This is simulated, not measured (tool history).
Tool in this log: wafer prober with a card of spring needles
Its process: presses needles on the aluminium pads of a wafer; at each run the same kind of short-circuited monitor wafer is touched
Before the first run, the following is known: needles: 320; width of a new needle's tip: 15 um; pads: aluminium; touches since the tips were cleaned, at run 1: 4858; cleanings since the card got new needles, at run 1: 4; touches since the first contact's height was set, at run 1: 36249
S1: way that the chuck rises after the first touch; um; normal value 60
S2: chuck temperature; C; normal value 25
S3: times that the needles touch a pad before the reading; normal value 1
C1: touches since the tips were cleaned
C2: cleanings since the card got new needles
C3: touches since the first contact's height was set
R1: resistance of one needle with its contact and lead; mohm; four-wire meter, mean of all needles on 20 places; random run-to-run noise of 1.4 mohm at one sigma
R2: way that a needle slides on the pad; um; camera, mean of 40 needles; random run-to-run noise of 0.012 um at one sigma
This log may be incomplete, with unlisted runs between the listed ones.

run	hour	S1	S2	S3	C1	C2	C3	R1	R2
1	0	60	25	1	4858	4	36249	180	8.93
# hour 2.9: tips cleaned on abrasive film
2	5.7	60	25	1	1860	5	39956	199	8.9
3	10.1	60	25	1	4825	5	42921	190	8.91
# hour 13.3: tips cleaned on abrasive film
4	15.5	60	25	1	1476	6	46425	157	8.89
5	22.3	60	25	1	6001	6	50950	183	8.88
# hour 23.9: tips cleaned on abrasive film
6	29	60	25	2	3405	7	55359	153	8.86
# hour 34.3: tips cleaned on abrasive film
7	37.2	60	25	2	1977	8	60768	146	8.84
8	41.4	61	32	1	4713	8	63504	177	9.02
# hour 44.8: tips cleaned on abrasive film
# hour 46.6: tips cleaned on abrasive film, once more
9	46.6	60	25	2	0	10	66866	120	8.84
10	54.7	60	25	2	5379	10	72245	159	8.84
# hour 57.1: tips cleaned on abrasive film
11	58.9	74	25	3	1186	11	74963	128	10.9
12	66.2	66	100	2	6077	11	79854	162	9.72

4 ways to go on from here, each from the tool as it stands after run 12. What would each give?
# hour 67.6: tips cleaned on abrasive film
A	74.9	65	45	1	4849	12	85536	?	?
# hour 67.6: tips cleaned on abrasive film
B	74.9	71	53	3	4849	12	85536	?	?
# hour 67.6: tips cleaned on abrasive film
C	74.9	78	80	2	4849	12	85536	?	?
# hour 67.6: tips cleaned on abrasive film
D	74.9	57	83	1	4849	12	85536	?	?

run	R1	R2
A	177	9.54
B	142	10.43
C	151	11.51
D	195	8.36
Without the tool's unlogged condition, the same runs would have read:
run	R1	R2
A	125	9.71
B	126	10.6
C	128	11.68
D	134	8.53
